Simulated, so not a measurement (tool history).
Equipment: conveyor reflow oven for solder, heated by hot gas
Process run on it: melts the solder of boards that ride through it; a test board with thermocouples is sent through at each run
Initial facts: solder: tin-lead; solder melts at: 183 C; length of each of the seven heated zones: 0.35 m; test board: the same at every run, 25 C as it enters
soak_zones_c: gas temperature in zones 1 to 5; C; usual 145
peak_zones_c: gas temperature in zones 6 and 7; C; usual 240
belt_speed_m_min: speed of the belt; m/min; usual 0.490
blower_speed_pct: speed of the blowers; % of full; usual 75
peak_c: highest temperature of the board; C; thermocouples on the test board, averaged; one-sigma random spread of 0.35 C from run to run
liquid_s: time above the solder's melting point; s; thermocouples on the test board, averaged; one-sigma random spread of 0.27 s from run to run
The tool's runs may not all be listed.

| run | hour | soak_zones_c | peak_zones_c | belt_speed_m_min | blower_speed_pct | peak_c | liquid_s |
|---|---|---|---|---|---|---|---|
| 1 | 0.0 | 145 | 240 | 0.490 | 75 | 227.2 | 77.0 |
| 2 | 33.0 | 145 | 240 | 0.403 | 75 | 232.3 | 97.1 |
| 3 | 76.7 | 145 | 240 | 0.488 | 75 | 227.5 | 77.5 |
| 4 | 114.2 | 145 | 240 | 0.490 | 75 | 226.6 | 76.8 |
| 5 | 143.9 | 145 | 240 | 0.490 | 75 | 226.9 | 76.3 |
| 6 | 169.9 | 145 | 240 | 0.588 | 75 | 220.5 | 59.5 |
| 7 | 204.9 | 145 | 249 | 0.588 | 75 | 227.3 | 63.9 |
| 8 | 226.7 | 145 | 249 | 0.588 | 75 | 228.0 | 64.0 |
| 9 | 268.1 | 145 | 249 | 0.588 | 75 | 227.2 | 64.2 |
| 10 | 299.4 | 145 | 249 | 0.588 | 75 | 227.2 | 63.4 |
|  | 307.8 | belt drive overhauled, speed set with a stopwatch |
| 11 | 346.9 | 145 | 249 | 0.588 | 75 | 227.4 | 65.0 |
| 12 | 388.8 | 145 | 240 | 0.572 | 75 | 219.8 | 62.2 |
| 13 | 429.9 | 145 | 240 | 0.573 | 75 | 219.6 | 61.4 |
| 14 | 456.8 | 145 | 240 | 0.448 | 75 | 227.0 | 86.3 |
| 15 | 505.9 | 145 | 249 | 0.448 | 75 | 234.6 | 91.1 |
| 16 | 538.4 | 140 | 241 | 0.490 | 73 | 223.7 | 73.8 |
|  | 550.8 | flux residue cleaned out of gas plates and filters |
|  | 566.9 | thermocouples of zones 6 and 7 changed |
| 17 | 580.0 | 134 | 241 | 0.406 | 72 | 231.2 | 94.3 |
|  | 600.0 | belt drive overhauled, speed set with a stopwatch, once more |
| 18 | 623.4 | 148 | 241 | 0.406 | 90 | 233.8 | 95.8 |
| 19 | 644.3 | 148 | 241 | 0.406 | 90 | 233.6 | 96.2 |
| 20 | 673.9 | 148 | 231 | 0.515 | 55 | 212.2 | 60.4 |
| 21 | 714.5 | 136 | 240 | 0.490 | 68 | 222.7 | 67.3 |
| 22 | 738.3 | 136 | 240 | 0.490 | 68 | 221.3 | 67.0 |
| 23 | 774.7 | 136 | 240 | 0.411 | 68 | 227.2 | 85.7 |
| 24 | 808.9 | 152 | 229 | 0.566 | 75 | 212.4 | 56.5 |
| 25 | 857.3 | 144 | 240 | 0.490 | 60 | 220.7 | 69.5 |
| 26 | 893.5 | 144 | 240 | 0.490 | 60 | 220.3 | 69.4 |
| 27 | 918.5 | 155 | 249 | 0.515 | 53 | 226.4 | 74.5 |
| 28 | 963.5 | 156 | 240 | 0.555 | 72 | 220.7 | 66.4 |
| 29 | 1000.1 | 156 | 240 | 0.401 | 87 | 231.4 | 101.2 |

5 options for the next run, each taken on its own from the tool as it stands now. Forecast them:
| A | 1049.7 | 141 | 251 | 0.401 | 51 | ? | ? |
| B | 1049.7 | 153 | 240 | 0.423 | 75 | ? | ? |
| C | 1049.7 | 134 | 246 | 0.544 | 87 | ? | ? |
| D | 1049.7 | 154 | 255 | 0.513 | 75 | ? | ? |
| E | 1049.7 | 145 | 240 | 0.589 | 75 | ? | ? |

| run | peak_c | liquid_s |
|---|---|---|
| A | 233.9 | 94.6 |
| B | 227.7 | 92.8 |
| C | 224.3 | 61.5 |
| D | 235.5 | 79.7 |
| E | 216.5 | 54.4 |
Without the tool's unlogged condition, the same runs would have read:
| run | peak_c | liquid_s |
|---|---|---|
| A | 237.7 | 96.3 |
| B | 231.4 | 94.3 |
| C | 230.0 | 64.9 |
| D | 240.2 | 80.9 |
| E | 221.7 | 58.3 |
